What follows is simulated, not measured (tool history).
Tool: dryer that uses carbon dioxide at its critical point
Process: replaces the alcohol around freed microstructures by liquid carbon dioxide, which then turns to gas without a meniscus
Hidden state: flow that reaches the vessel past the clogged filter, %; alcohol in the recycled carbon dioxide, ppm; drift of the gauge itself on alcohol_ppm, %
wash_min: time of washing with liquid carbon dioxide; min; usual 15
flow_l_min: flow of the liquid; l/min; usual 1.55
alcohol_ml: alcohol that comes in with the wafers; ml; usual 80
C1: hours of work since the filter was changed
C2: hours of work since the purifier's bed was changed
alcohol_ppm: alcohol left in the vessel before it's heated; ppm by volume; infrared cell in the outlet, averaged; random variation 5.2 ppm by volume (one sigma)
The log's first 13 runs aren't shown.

run 14 day=8.858 | wash_min=15 flow_l_min=1.55 alcohol_ml=34 | C1=38 C2=241 | alcohol_ppm=108
run 15 day=9.325 | wash_min=15 flow_l_min=1.55 alcohol_ml=34 | C1=42 C2=245 | alcohol_ppm=100
run 16 day=10.2 | wash_min=15 flow_l_min=1.55 alcohol_ml=34 | C1=50 C2=252 | alcohol_ppm=112
run 17 day=10.942 | wash_min=15 flow_l_min=1 alcohol_ml=22 | C1=56 C2=259 | alcohol_ppm=263
run 18 day=11.658 | wash_min=15 flow_l_min=1 alcohol_ml=39 | C1=62 C2=265 | alcohol_ppm=441
run 19 day=12.271 | wash_min=15 flow_l_min=1 alcohol_ml=39 | C1=67 C2=270 | alcohol_ppm=456
run 20 day=12.871 | wash_min=15 flow_l_min=1 alcohol_ml=39 | C1=72 C2=275 | alcohol_ppm=443
run 21 day=13.796 | wash_min=10 flow_l_min=1.59 alcohol_ml=80 | C1=80 C2=283 | alcohol_ppm=641
run 22 day=14.712 | wash_min=10 flow_l_min=1.59 alcohol_ml=80 | C1=88 C2=291 | alcohol_ppm=636
run 23 day=15.488 | wash_min=15 flow_l_min=2.48 alcohol_ml=80 | C1=95 C2=297 | alcohol_ppm=76
run 24 day=16.112 | wash_min=19 flow_l_min=2.48 alcohol_ml=80 | C1=100 C2=303 | alcohol_ppm=70
run 25 day=16.517 | wash_min=13 flow_l_min=1.15 alcohol_ml=115 | C1=103 C2=306 | alcohol_ppm=1198
run 26 day=17.196 | wash_min=13 flow_l_min=1.56 alcohol_ml=28 | C1=109 C2=312 | alcohol_ppm=154
run 27 day=17.683 | wash_min=13 flow_l_min=1.56 alcohol_ml=28 | C1=113 C2=316 | alcohol_ppm=153
run 28 day=18.342 | wash_min=13 flow_l_min=1.56 alcohol_ml=28 | C1=119 C2=322 | alcohol_ppm=157
run 29 day=19.079 | wash_min=15 flow_l_min=1.44 alcohol_ml=80 | C1=125 C2=328 | alcohol_ppm=244
run 30 day=19.629 | wash_min=12 flow_l_min=1.28 alcohol_ml=49 | C1=130 C2=333 | alcohol_ppm=521
run 31 day=20.1 | wash_min=22 flow_l_min=1.55 alcohol_ml=54 | C1=134 C2=337 | alcohol_ppm=90

Forecast each of these 4 alternatives for the next run:
run A day=20.854 | wash_min=15 flow_l_min=1.66 alcohol_ml=41 | C1=140 C2=343 | alcohol_ppm=?
run B day=20.854 | wash_min=16 flow_l_min=1.26 alcohol_ml=80 | C1=140 C2=343 | alcohol_ppm=?
run C day=20.854 | wash_min=17 flow_l_min=1.55 alcohol_ml=54 | C1=140 C2=343 | alcohol_ppm=?
run D day=20.854 | wash_min=11 flow_l_min=1.58 alcohol_ml=73 | C1=140 C2=343 | alcohol_ppm=?

run=A alcohol_ppm=120
run=B alcohol_ppm=344
run=C alcohol_ppm=123
run=D alcohol_ppm=508
Without the tool's hidden state the same runs would have given:
run=A alcohol_ppm=40
run=B alcohol_ppm=220
run=C alcohol_ppm=39
run=D alcohol_ppm=360
